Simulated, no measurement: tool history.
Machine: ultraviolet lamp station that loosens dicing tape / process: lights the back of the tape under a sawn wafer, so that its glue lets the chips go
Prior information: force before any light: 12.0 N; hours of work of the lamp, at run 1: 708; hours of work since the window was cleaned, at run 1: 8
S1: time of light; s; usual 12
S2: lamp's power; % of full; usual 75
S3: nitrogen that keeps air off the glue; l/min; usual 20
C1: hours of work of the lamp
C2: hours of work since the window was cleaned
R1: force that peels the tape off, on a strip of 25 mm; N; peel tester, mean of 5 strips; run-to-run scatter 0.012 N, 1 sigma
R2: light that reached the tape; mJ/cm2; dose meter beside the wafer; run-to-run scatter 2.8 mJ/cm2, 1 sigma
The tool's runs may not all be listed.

run     day  S1  S2  S3   C1   C2     R1   R2
  1       0  12  75  20  708    8  0.831  314
  2   2.246  12  75  20  744   44  0.881  302
  3   3.933  12  75  20  772   71   0.94  300
  4   5.988  22  75  20  805  105  0.308  541
  5     7.9  12  75  20  836  136  0.991  289
  6   9.883  12  75  20  868  168  1.033  283
  7  12.129  12  75  20  904  204  1.089  279
     13.442  -- lamp changed
  8  14.175  11  75  20   12  237  0.774  329
  9  15.733  11  75  20   37  262  0.791  326
 10  17.954  11  75  20   73  298  0.804  319
 11  20.188  11  75  20  109  334  0.854  317
 12  21.738  11  75  20  134  359  0.891  308
 13  22.921  11  75  20  153  378  0.893  303
 14  24.667  11  75  20  182  406  0.898  299
 15  26.583  12  75  10  213  437  1.194  319
     26.804  -- window cleaned of glue's vapour
 16  27.583  12  75  10  229   13  1.235  312
 17  28.646  23  75  10  246   30  0.339  584
 18  30.758  12  75  20  280   64  0.935  298
 19  32.746  12  75  20  312   96  0.947  296
 20  33.771  12  68  20  329  113  1.144  267
 21  34.854  12  68  20  346  130  1.217  266
     36.396  -- window cleaned of glue's vapour, once more
 22  37.133  10  68  20  383   12  1.269  262
 23  38.975  10  68  20  413   42  1.334  254
 24    40.1  10  78  12  431   60  1.295  290
 25  41.262  10  78  12  450   79  1.333  287
 26  42.496  10  76  10  470   99    1.5  275
 27  43.433  10  76  10  485  114   1.58  275
 28  45.417   8  75  20  517  146  1.783  211
 29  46.375   8  75  20  533  162  1.823  213
 30  47.642   8  75  20  553  182  1.892  211
 31  49.658  12  65  38  586  215   0.89  268
 32  50.717  12  65  38  603  232  0.929  264
 33  52.604   7  65  11  633  262  3.567  153
 34  54.654   7  65  11  667  296  3.744  145
 35  55.871   8  79  15  686  315  2.077  209
 36  57.238   8  79  15  708  337  2.259  203
 37  58.554  12  75   8  730  359  1.637  288
 38  60.229  17  75   8  757  386  0.832  401
 39  61.992  17  75   8  785  414  0.889  391
 40  63.075  17  75   8  803  432  0.854  395
 41  64.521  12  67  27  826  455  1.232  241
 42  65.808  12  67  27  847  476  1.303  240
 43  68.029  16  63  20  883  512   0.94  292

Below are 3 alternative next runs, each starting from the tool's condition after run 43. Predict each:
     69.229  -- window cleaned of glue's vapour
  A  69.229  16  81  20  902   0   ?   ?
     69.229  -- window cleaned of glue's vapour
  B  69.229  12  85  20  902   0   ?   ?
     69.229  -- window cleaned of glue's vapour
  C  69.229  16  69  13  902   0   ?   ?

run     R1   R2
  A  0.427  430
  B  0.701  342
  C  0.737  371
With no hidden state in the tool, these same runs would have given:
run     R1   R2
  A  0.294  551
  B  0.426  437
  C  0.447  474

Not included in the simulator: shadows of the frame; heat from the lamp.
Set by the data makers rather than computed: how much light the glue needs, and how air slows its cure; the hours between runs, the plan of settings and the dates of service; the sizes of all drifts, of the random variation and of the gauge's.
